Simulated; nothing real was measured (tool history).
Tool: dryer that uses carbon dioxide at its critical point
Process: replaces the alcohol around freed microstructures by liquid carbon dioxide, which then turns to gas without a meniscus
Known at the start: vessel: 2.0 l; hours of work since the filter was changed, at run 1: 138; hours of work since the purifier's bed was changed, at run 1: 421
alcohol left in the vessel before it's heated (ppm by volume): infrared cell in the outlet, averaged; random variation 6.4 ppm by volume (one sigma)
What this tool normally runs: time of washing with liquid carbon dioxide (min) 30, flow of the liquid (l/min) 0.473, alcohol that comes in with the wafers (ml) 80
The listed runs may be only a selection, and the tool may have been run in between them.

run	hour	time of washing with liquid carbon dioxide (min)	flow of the liquid (l/min)	alcohol that comes in with the wafers (ml)	hours of work since the filter was changed	hours of work since the purifier's bed was changed	alcohol left in the vessel before it's heated (ppm by volume)
1	0	30	0.473	80	138	421	417
2	13.5	30	0.473	80	144	428	430
3	39.2	30	0.473	99	157	440	515
# hour 42.9: inlet filter changed
4	53.5	30	0.473	99	5	447	428
5	73.1	30	0.473	99	15	456	419
6	89.2	30	0.473	99	23	464	444
7	108.6	30	0.473	99	32	474	450
8	130.5	30	0.473	99	43	484	463
9	155.1	30	0.473	101	55	496	479
10	173.8	30	0.473	101	64	505	486
11	190.9	30	0.473	101	72	514	468
12	207.3	30	0.473	101	80	522	499
13	223.4	30	0.473	80	88	530	426
14	249	30	0.473	109	100	542	538
15	261	30	0.473	109	106	548	546
16	275.7	30	0.473	80	113	555	443
17	301.8	30	0.473	80	126	568	442
18	325.5	30	0.473	80	138	579	451
19	352.7	30	0.473	50	151	593	349
# hour 367.5: inlet filter changed
20	367.5	30	0.289	80	0	599	1903
21	395.4	30	0.289	80	14	613	1979
22	409.8	30	0.289	80	21	620	1977
23	434.8	30	0.473	80	33	632	402
24	452.7	22	0.44	115	42	641	2053
25	468.6	22	0.44	115	49	648	2045
26	485	31	0.518	39	57	656	211
27	512.3	31	0.518	39	71	670	213
28	538.9	31	0.518	39	83	683	220
29	559.8	38	0.473	49	94	693	185
30	584.4	24	0.473	80	106	705	974
31	606.2	24	0.473	80	116	716	995
# hour 612.4: purifier's bed changed
32	634.7	24	0.501	34	129	11	296
33	657.1	30	0.673	72	140	22	49
34	677.4	25	0.326	43	150	32	1367
# hour 693.7: inlet filter changed
35	700.2	21	0.553	60	3	42	518
36	714.5	28	0.744	39	10	49	21
37	740.1	40	0.512	39	23	62	40
38	756.2	24	0.371	80	30	70	1766
39	773	44	0.371	47	39	78	100
40	789.1	44	0.355	46	46	86	131
41	814	42	0.351	44	59	98	163
42	830.1	42	0.351	44	66	106	152
43	856	34	0.465	44	79	118	134
44	882.1	37	0.4	30	92	131	131
45	907.6	34	0.473	98	104	143	250
46	931	34	0.473	86	116	155	218

How would selected steps in alcohol left in the vessel before it's heated (ppm by volume) from run to run divide? Give the signed amount a tool lacking its hidden state would still show from settings, what came in and random variation, and the signed amount left for the hidden state, including any gauge scatter that is not in both of the compared results.
The hidden state here: flow that reaches the vessel past the clogged filter, %; alcohol in the recycled carbon dioxide, ppm; drift of the gauge itself on alcohol_ppm, %.
Run 25 -> 26: time of washing with liquid carbon dioxide (min) 22 -> 31, flow of the liquid (l/min) 0.44 -> 0.518, alcohol that comes in with the wafers (ml) 115 -> 39. alcohol left in the vessel before it's heated (ppm by volume) -1834: hidden state -106, all else -1728.
Run 31 -> 32: flow of the liquid (l/min) 0.473 -> 0.501, alcohol that comes in with the wafers (ml) 80 -> 34, purifier's bed changed. alcohol left in the vessel before it's heated (ppm by volume) -699: hidden state -216, all else -483.
Run 33 -> 34: time of washing with liquid carbon dioxide (min) 30 -> 25, flow of the liquid (l/min) 0.673 -> 0.326, alcohol that comes in with the wafers (ml) 72 -> 43. alcohol left in the vessel before it's heated (ppm by volume) +1318: hidden state +188, all else +1130.
Run 34 -> 35: time of washing with liquid carbon dioxide (min) 25 -> 21, flow of the liquid (l/min) 0.326 -> 0.553, alcohol that comes in with the wafers (ml) 43 -> 60, inlet filter changed. alcohol left in the vessel before it's heated (ppm by volume) -849: hidden state -179, all else -670.
Run 37 -> 38: time of washing with liquid carbon dioxide (min) 40 -> 24, flow of the liquid (l/min) 0.512 -> 0.371, alcohol that comes in with the wafers (ml) 39 -> 80. alcohol left in the vessel before it's heated (ppm by volume) +1726: hidden state +98, all else +1628.
Run 38 -> 39: time of washing with liquid carbon dioxide (min) 24 -> 44, alcohol that comes in with the wafers (ml) 80 -> 47. alcohol left in the vessel before it's heated (ppm by volume) -1666: hidden state -89, all else -1577.

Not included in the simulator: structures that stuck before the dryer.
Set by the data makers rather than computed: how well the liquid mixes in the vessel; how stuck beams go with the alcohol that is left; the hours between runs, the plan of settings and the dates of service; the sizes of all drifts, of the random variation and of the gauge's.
